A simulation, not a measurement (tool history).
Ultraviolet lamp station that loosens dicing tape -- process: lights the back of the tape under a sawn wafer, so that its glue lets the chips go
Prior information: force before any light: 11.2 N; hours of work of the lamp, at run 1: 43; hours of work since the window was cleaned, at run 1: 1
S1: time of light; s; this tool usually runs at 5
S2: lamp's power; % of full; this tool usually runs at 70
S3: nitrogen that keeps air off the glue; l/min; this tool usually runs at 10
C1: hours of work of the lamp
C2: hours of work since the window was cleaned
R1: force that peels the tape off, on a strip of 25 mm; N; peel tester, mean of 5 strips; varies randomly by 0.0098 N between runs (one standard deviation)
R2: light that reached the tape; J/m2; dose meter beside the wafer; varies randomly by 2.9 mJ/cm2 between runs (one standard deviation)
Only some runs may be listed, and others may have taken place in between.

Run 1, hour 0.0: usual settings; C1 43; C2 1. Result: R1 0.420 N, R2 4020 J/m2.
Run 2, hour 14.3: usual settings; C1 51; C2 10. Result: R1 0.453 N, R2 4000 J/m2.
Run 3, hour 29.7: usual settings but S2 93 % of full; C1 60; C2 18. Result: R1 0.223 N, R2 5320 J/m2.
Run 4, hour 41.1: usual settings but S2 93 % of full; C1 66; C2 25. Result: R1 0.240 N, R2 5320 J/m2.
Run 5, hour 55.2: usual settings but S3 19 l/min; C1 74; C2 33. Result: R1 0.289 N, R2 3950 J/m2.
Run 6, hour 68.5: usual settings but S3 19 l/min; C1 82; C2 41. Result: R1 0.290 N, R2 3980 J/m2.
Run 7, hour 80.4: usual settings; C1 89; C2 48. Result: R1 0.481 N, R2 3950 J/m2.
Run 8, hour 88.8: usual settings; C1 94; C2 52. Result: R1 0.468 N, R2 3870 J/m2.
Run 9, hour 95.6: usual settings; C1 98; C2 56. Result: R1 0.464 N, R2 3880 J/m2.
Run 10, hour 106.4: usual settings; C1 104; C2 62. Result: R1 0.490 N, R2 3900 J/m2.
Run 11, hour 119.7: usual settings but S1 6 s, S2 98 % of full; C1 111; C2 70. Result: R1 0.172 N, R2 6540 J/m2.
Run 12, hour 131.0: usual settings but S1 3 s, S2 65 % of full, S3 12 l/min; C1 118; C2 77. Result: R1 1.619 N, R2 2150 J/m2.
Run 13, hour 138.0: usual settings but S1 3 s, S2 61 % of full, S3 3 l/min; C1 122; C2 81. Result: R1 3.563 N, R2 1990 J/m2.
Run 14, hour 145.1: usual settings but S2 84 % of full, S3 15 l/min; C1 126; C2 85. Result: R1 0.240 N, R2 4560 J/m2.
Run 15, hour 158.9: usual settings but S2 84 % of full, S3 15 l/min; C1 134; C2 93. Result: R1 0.240 N, R2 4620 J/m2.
Run 16, hour 173.0: usual settings but S1 9 s, S2 84 % of full, S3 15 l/min; C1 142; C2 101. Result: R1 0.137 N, R2 8100 J/m2.
Run 17, hour 183.2: usual settings but S1 9 s, S2 99 % of full, S3 15 l/min; C1 148; C2 107. Result: R1 0.140 N, R2 9620 J/m2.
Run 18, hour 192.0: usual settings but S1 9 s, S2 99 % of full, S3 15 l/min; C1 153; C2 112. Result: R1 0.136 N, R2 9550 J/m2.
Run 19, hour 205.9: usual settings but S1 2 s, S2 64 % of full, S3 9 l/min; C1 161; C2 120. Result: R1 3.508 N, R2 1390 J/m2.

Each row is a separate what-if for the run after 19, all from the same tool condition, not one after another. Results?
Run A, hour 212.4: usual settings but S1 2 s, S2 71 % of full, S3 6 l/min; C1 165; C2 123. Result: R1 ?, R2 ?.
Run B, hour 212.4: usual settings; C1 165; C2 123. Result: R1 ?, R2 ?.
Run C, hour 212.4: usual settings but S1 2 s, S2 91 % of full, S3 15 l/min; C1 165; C2 123. Result: R1 ?, R2 ?.
Run D, hour 212.4: usual settings but S1 3 s; C1 165; C2 123. Result: R1 ?, R2 ?.
Run E, hour 212.4: usual settings but S1 2 s, S3 3 l/min; C1 165; C2 123. Result: R1 ?, R2 ?.

run     R1    R2
  A  3.600  1520
  B  0.536  3700
  C  1.714  1970
  D  1.625  2220
  E  4.804  1510
Without the tool's unlogged condition, the same runs would have read:
run     R1    R2
  A  3.229  1670
  B  0.422  4070
  C  1.434  2160
  D  1.356  2450
  E  4.418  1660
